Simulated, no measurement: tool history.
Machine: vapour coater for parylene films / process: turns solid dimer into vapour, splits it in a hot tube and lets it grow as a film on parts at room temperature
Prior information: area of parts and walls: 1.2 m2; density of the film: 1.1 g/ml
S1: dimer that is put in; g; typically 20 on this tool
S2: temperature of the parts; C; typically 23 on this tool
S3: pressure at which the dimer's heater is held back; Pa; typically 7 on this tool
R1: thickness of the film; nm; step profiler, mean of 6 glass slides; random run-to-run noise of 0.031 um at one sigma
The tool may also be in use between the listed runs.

| run | day | S1 | S2 | S3 | R1 |
|---|---|---|---|---|---|
| 1 | 0 | 20 | 23 | 7 | 7390 |
| 2 | 0.521 | 20 | 23 | 7 | 7420 |
| 3 | 1 | 20 | 23 | 7 | 7320 |
| 4 | 1.55 | 20 | 23 | 7 | 7320 |
| 5 | 1.962 | 20 | 23 | 3.64 | 7880 |
| 6 | 2.471 | 20 | 23 | 8.14 | 7180 |
| 7 | 3.017 | 20 | 23 | 4.38 | 7750 |
| 8 | 3.292 | 20 | 23 | 4.38 | 7740 |
| 9 | 3.904 | 20 | 23 | 7 | 7310 |
| 10 | 4.362 | 20 | 23 | 7 | 7290 |
| 11 | 4.929 | 20 | 23 | 7 | 7300 |
| 12 | 5.325 | 20 | 23 | 7 | 7240 |
| 13 | 5.812 | 20 | 23 | 7 | 7250 |
| 14 | 6.242 | 20 | 23 | 7 | 7220 |
| 15 | 6.804 | 20 | 23 | 7 | 7280 |
| 16 | 7.346 | 20 | 23 | 7 | 7230 |
| 17 | 7.65 | 9 | 18 | 4.95 | 3950 |
| 18 | 8.096 | 23 | 35 | 8.99 | 5600 |
| 19 | 8.725 | 15 | 32 | 4.97 | 4300 |
| 20 | 9.246 | 12 | 32 | 9.83 | 3170 |
| 21 | 9.729 | 10 | 32 | 9.83 | 2640 |
| 22 | 10.4 | 11 | 21 | 11.42 | 3990 |
| 23 | 10.742 | 19 | 17 | 9.67 | 7960 |
| 24 | 11.083 | 20 | 26 | 7.31 | 6580 |
| 25 | 11.546 | 15 | 23 | 11.29 | 5110 |
| 26 | 11.992 | 15 | 16 | 3.96 | 7110 |
| 27 | 12.421 | 15 | 16 | 6.04 | 6780 |
| 28 | 12.904 | 13 | 16 | 5.66 | 5910 |
| 29 | 13.283 | 36 | 21 | 5.73 | 14020 |
| 30 | 13.871 | 28 | 23 | 7 | 9960 |
| 31 | 14.238 | 28 | 25 | 7 | 9460 |
| 32 | 14.517 | 22 | 20 | 3.8 | 9270 |

The log once held 2 entries between its listed runs, left out of this copy. Where does each go, and what is different about the tool's unlogged condition between the listed run before it and the listed run after it?
Between runs 21 and 22: table's thermometer calibrated (day 9.804)
  vapour lost through the trap's worn valve, %: 3.8 -> 3.9; true temperature of the parts over the reading, C: -0.07 -> -0.09
  the result without the hidden state subtracted from the measured one, R1: -100 -> -150 nm
Between runs 24 and 25: table's thermometer calibrated, once more (day 11.45)
  vapour lost through the trap's worn valve, %: 4 -> 4.1; true temperature of the parts over the reading, C: -0.09 -> 0
  the result without the hidden state subtracted from the measured one, R1: -260 -> -220 nm
